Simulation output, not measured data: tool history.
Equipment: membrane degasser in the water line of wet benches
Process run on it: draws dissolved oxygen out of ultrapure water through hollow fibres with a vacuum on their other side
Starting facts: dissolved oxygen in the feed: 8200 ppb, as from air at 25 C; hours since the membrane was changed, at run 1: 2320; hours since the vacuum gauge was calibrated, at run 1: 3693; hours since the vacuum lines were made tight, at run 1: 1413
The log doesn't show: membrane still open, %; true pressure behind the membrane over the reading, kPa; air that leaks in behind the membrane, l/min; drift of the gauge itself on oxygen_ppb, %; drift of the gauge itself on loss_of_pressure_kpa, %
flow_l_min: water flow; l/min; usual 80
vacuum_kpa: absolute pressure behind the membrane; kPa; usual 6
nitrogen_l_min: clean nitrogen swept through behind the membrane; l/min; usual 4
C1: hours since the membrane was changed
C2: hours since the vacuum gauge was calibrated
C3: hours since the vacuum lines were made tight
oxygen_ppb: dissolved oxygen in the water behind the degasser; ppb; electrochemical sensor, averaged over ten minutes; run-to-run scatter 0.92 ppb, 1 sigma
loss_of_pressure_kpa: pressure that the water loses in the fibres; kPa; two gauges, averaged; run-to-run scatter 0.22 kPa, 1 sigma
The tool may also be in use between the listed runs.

run 1 hour=0 | flow_l_min=80 vacuum_kpa=6 nitrogen_l_min=4 | C1=2320 C2=3693 C3=1413 | oxygen_ppb=132.4 loss_of_pressure_kpa=55.01
run 2 hour=108.3 | flow_l_min=80 vacuum_kpa=6 nitrogen_l_min=4 | C1=2428 C2=3801 C3=1521 | oxygen_ppb=132 loss_of_pressure_kpa=54.62
run 3 hour=213.2 | flow_l_min=103 vacuum_kpa=6 nitrogen_l_min=4 | C1=2533 C2=3906 C3=1626 | oxygen_ppb=182.7 loss_of_pressure_kpa=70.82
run 4 hour=328 | flow_l_min=80 vacuum_kpa=8.07 nitrogen_l_min=4 | C1=2648 C2=4021 C3=1741 | oxygen_ppb=220.2 loss_of_pressure_kpa=54.73
run 5 hour=424.4 | flow_l_min=80 vacuum_kpa=8.07 nitrogen_l_min=4 | C1=2744 C2=4117 C3=1837 | oxygen_ppb=223.3 loss_of_pressure_kpa=54.03
run 6 hour=489.4 | flow_l_min=80 vacuum_kpa=6 nitrogen_l_min=4 | C1=2809 C2=4182 C3=1902 | oxygen_ppb=130.4 loss_of_pressure_kpa=54.21
run 7 hour=550.1 | flow_l_min=80 vacuum_kpa=6 nitrogen_l_min=4 | C1=2870 C2=4243 C3=1963 | oxygen_ppb=130.9 loss_of_pressure_kpa=54.51
run 8 hour=617.8 | flow_l_min=80 vacuum_kpa=6 nitrogen_l_min=4 | C1=2938 C2=4311 C3=2030 | oxygen_ppb=129.3 loss_of_pressure_kpa=54.55
run 9 hour=720 | flow_l_min=80 vacuum_kpa=6 nitrogen_l_min=4 | C1=3040 C2=4413 C3=2133 | oxygen_ppb=131.5 loss_of_pressure_kpa=54.52
run 10 hour=808.1 | flow_l_min=80 vacuum_kpa=6 nitrogen_l_min=4 | C1=3128 C2=4501 C3=2221 | oxygen_ppb=132 loss_of_pressure_kpa=54.74
run 11 hour=867.9 | flow_l_min=80 vacuum_kpa=6 nitrogen_l_min=1.72 | C1=3188 C2=4561 C3=2281 | oxygen_ppb=255.6 loss_of_pressure_kpa=54.38
run 12 hour=916.7 | flow_l_min=80 vacuum_kpa=11.86 nitrogen_l_min=1.72 | C1=3237 C2=4609 C3=2329 | oxygen_ppb=733.3 loss_of_pressure_kpa=54.37
run 13 hour=965.8 | flow_l_min=110 vacuum_kpa=6 nitrogen_l_min=4 | C1=3286 C2=4659 C3=2378 | oxygen_ppb=203.4 loss_of_pressure_kpa=74.99
run 14 hour=1067.3 | flow_l_min=110 vacuum_kpa=6 nitrogen_l_min=4 | C1=3387 C2=4760 C3=2480 | oxygen_ppb=201 loss_of_pressure_kpa=75.04
run 15 hour=1145.6 | flow_l_min=73 vacuum_kpa=6 nitrogen_l_min=4 | C1=3465 C2=4838 C3=2558 | oxygen_ppb=118.3 loss_of_pressure_kpa=49.98
run 16 hour=1212.5 | flow_l_min=80 vacuum_kpa=6 nitrogen_l_min=4 | C1=3532 C2=4905 C3=2625 | oxygen_ppb=130.2 loss_of_pressure_kpa=54.71
run 17 hour=1310.4 | flow_l_min=80 vacuum_kpa=6 nitrogen_l_min=4 | C1=3630 C2=5003 C3=2723 | oxygen_ppb=130.7 loss_of_pressure_kpa=54.59
run 18 hour=1409.9 | flow_l_min=80 vacuum_kpa=6 nitrogen_l_min=4 | C1=3730 C2=5103 C3=2823 | oxygen_ppb=132.5 loss_of_pressure_kpa=54.86
run 19 hour=1509.8 | flow_l_min=73 vacuum_kpa=4.34 nitrogen_l_min=2 | C1=3830 C2=5203 C3=2922 | oxygen_ppb=88 loss_of_pressure_kpa=49.9
run 20 hour=1603.9 | flow_l_min=118 vacuum_kpa=6.21 nitrogen_l_min=3.96 | C1=3924 C2=5297 C3=3016 | oxygen_ppb=238.9 loss_of_pressure_kpa=80.51
run 21 hour=1667.4 | flow_l_min=60 vacuum_kpa=5.81 nitrogen_l_min=3.96 | C1=3987 C2=5360 C3=3080 | oxygen_ppb=91.8 loss_of_pressure_kpa=41.14
run 22 hour=1722.6 | flow_l_min=112 vacuum_kpa=6 nitrogen_l_min=10.38 | C1=4042 C2=5415 C3=3135 | oxygen_ppb=113.1 loss_of_pressure_kpa=76.47
run 23 hour=1817.9 | flow_l_min=86 vacuum_kpa=6.95 nitrogen_l_min=2.51 | C1=4138 C2=5511 C3=3230 | oxygen_ppb=274.4 loss_of_pressure_kpa=59.06
run 24 hour=1902.8 | flow_l_min=80 vacuum_kpa=5.29 nitrogen_l_min=4 | C1=4223 C2=5596 C3=3315 | oxygen_ppb=100.2 loss_of_pressure_kpa=54.8
run 25 hour=2016.9 | flow_l_min=80 vacuum_kpa=5.29 nitrogen_l_min=4 | C1=4337 C2=5710 C3=3430 | oxygen_ppb=99.5 loss_of_pressure_kpa=53.87
run 26 hour=2111.8 | flow_l_min=59 vacuum_kpa=7.44 nitrogen_l_min=3.53 | C1=4432 C2=5805 C3=3524 | oxygen_ppb=160.2 loss_of_pressure_kpa=40.43
run 27 hour=2161.4 | flow_l_min=80 vacuum_kpa=6 nitrogen_l_min=2.24 | C1=4481 C2=5854 C3=3574 | oxygen_ppb=208.1 loss_of_pressure_kpa=54.78
run 28 hour=2249.4 | flow_l_min=80 vacuum_kpa=6 nitrogen_l_min=2.24 | C1=4569 C2=5942 C3=3662 | oxygen_ppb=209.8 loss_of_pressure_kpa=54.7
run 29 hour=2319.9 | flow_l_min=80 vacuum_kpa=6 nitrogen_l_min=2.24 | C1=4640 C2=6013 C3=3733 | oxygen_ppb=210.2 loss_of_pressure_kpa=54.06
run 30 hour=2417.7 | flow_l_min=67 vacuum_kpa=7.37 nitrogen_l_min=4 | C1=4738 C2=6111 C3=3830 | oxygen_ppb=156.8 loss_of_pressure_kpa=45.68
run 31 hour=2526.3 | flow_l_min=67 vacuum_kpa=7.37 nitrogen_l_min=4 | C1=4846 C2=6219 C3=3939 | oxygen_ppb=158.3 loss_of_pressure_kpa=45.48
run 32 hour=2620.1 | flow_l_min=51 vacuum_kpa=8.9 nitrogen_l_min=7.09 | C1=4940 C2=6313 C3=4033 | oxygen_ppb=98 loss_of_pressure_kpa=34.98

Here are 4 independent what-if runs from the current tool condition. What would each one return?
run A hour=2704 | flow_l_min=51 vacuum_kpa=8.9 nitrogen_l_min=2.59 | C1=5024 C2=6397 C3=4117 | oxygen_ppb=? loss_of_pressure_kpa=?
run B hour=2704 | flow_l_min=69 vacuum_kpa=6 nitrogen_l_min=5.7 | C1=5024 C2=6397 C3=4117 | oxygen_ppb=? loss_of_pressure_kpa=?
run C hour=2704 | flow_l_min=125 vacuum_kpa=13.81 nitrogen_l_min=7.9 | C1=5024 C2=6397 C3=4117 | oxygen_ppb=? loss_of_pressure_kpa=?
run D hour=2704 | flow_l_min=83 vacuum_kpa=8.9 nitrogen_l_min=11.28 | C1=5024 C2=6397 C3=4117 | oxygen_ppb=? loss_of_pressure_kpa=?

run=A oxygen_ppb=245.8 loss_of_pressure_kpa=34.76
run=B oxygen_ppb=82.4 loss_of_pressure_kpa=47.11
run=C oxygen_ppb=431.1 loss_of_pressure_kpa=84.86
run=D oxygen_ppb=109 loss_of_pressure_kpa=56.73
Without the tool's hidden state the same runs would have given:
run=A oxygen_ppb=245.6 loss_of_pressure_kpa=34.75
run=B oxygen_ppb=82.3 loss_of_pressure_kpa=47.1
run=C oxygen_ppb=430.9 loss_of_pressure_kpa=84.83
run=D oxygen_ppb=109 loss_of_pressure_kpa=56.71
